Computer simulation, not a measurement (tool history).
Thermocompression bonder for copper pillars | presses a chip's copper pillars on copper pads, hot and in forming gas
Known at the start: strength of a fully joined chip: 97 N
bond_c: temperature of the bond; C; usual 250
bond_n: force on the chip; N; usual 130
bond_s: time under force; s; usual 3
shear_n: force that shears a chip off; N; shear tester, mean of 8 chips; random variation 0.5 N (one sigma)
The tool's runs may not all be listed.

run    hour  bond_c  bond_n  bond_s  shear_n
  1     0.0     250     130       3     33.9
  2    18.6     250     130       3     32.8
  3    41.2     250     169       3     41.4
  4    77.2     250     169       3     39.7
  5   102.7     250     169       3     40.3
  6   124.4     250     169       3     39.8
  7   144.2     250     169       3     39.9
  8   169.1     250     169       3     39.5
  9   188.3     250     169       3     39.0
 10   231.0     250     130       5     37.0
 11   267.4     250     130       5     36.3
 12   286.3     250     130       5     36.5
      293.4  -- forming gas filter changed
 13   312.1     264     130       3     41.2
 14   342.0     264     130       3     41.1
 15   380.7     253     130       3     32.5
 16   406.3     253     130       8     47.7
 17   443.7     253     130       8     47.5
 18   480.5     253     130       8     45.7
 19   511.3     253     130       8     45.5
 20   551.1     235     130       8     33.8
 21   589.7     226     130       2     14.6
      622.0  -- forming gas filter changed
 22   626.0     221     167       6     28.5
 23   664.7     242     167       6     42.2
 24   689.0     228     159       4     26.4
 25   713.9     228     115       6     22.1
 26   750.3     274      83       2     25.8
 27   769.8     250     130       6     38.0
 28   811.4     250     130       6     38.4
 29   840.0     250     163       6     45.9
 30   872.5     250     130       2     23.8
      901.6  -- force cell calibrated
 31   913.4     250     130       2     25.2
      950.6  -- forming gas filter changed
 32   950.6     229     190       5     35.5
 33   970.8     248      97       2     19.2
 34  1013.3     241     162       3     30.6
 35  1050.7     241     162       3     30.2
 36  1068.3     240      85       4     18.7
 37  1094.0     244     130       3     25.0
 38  1125.5     265     124       3     37.2
 39  1149.4     251     130       2     24.4

Hidden state or all else? Some run-to-run changes of shear_n, split into what the settings, what came in and random variation would give without the hidden state, and what is left for the hidden state (with any gauge scatter that isn't in both results):
The hidden state here: true temperature of the bond over the reading, C; force that reaches the chip, % of what is set; oxide that the forming gas leaves, % of the face; drift of the gauge itself on shear_n, %.
Run 20 -> 21: bond_c 235 -> 226, bond_s 8 -> 2. shear_n -19.2 N: hidden state +3.1, all else -22.3.
Run 26 -> 27: bond_c 274 -> 250, bond_n 83 -> 130, bond_s 2 -> 6. shear_n +12.2 N: hidden state -2.5, all else +14.7.
Run 29 -> 30: bond_n 163 -> 130, bond_s 6 -> 2. shear_n -22.1 N: hidden state +3.2, all else -25.3.
Run 32 -> 33: bond_c 229 -> 248, bond_n 190 -> 97, bond_s 5 -> 2. shear_n -16.3 N: hidden state +2.4, all else -18.7.
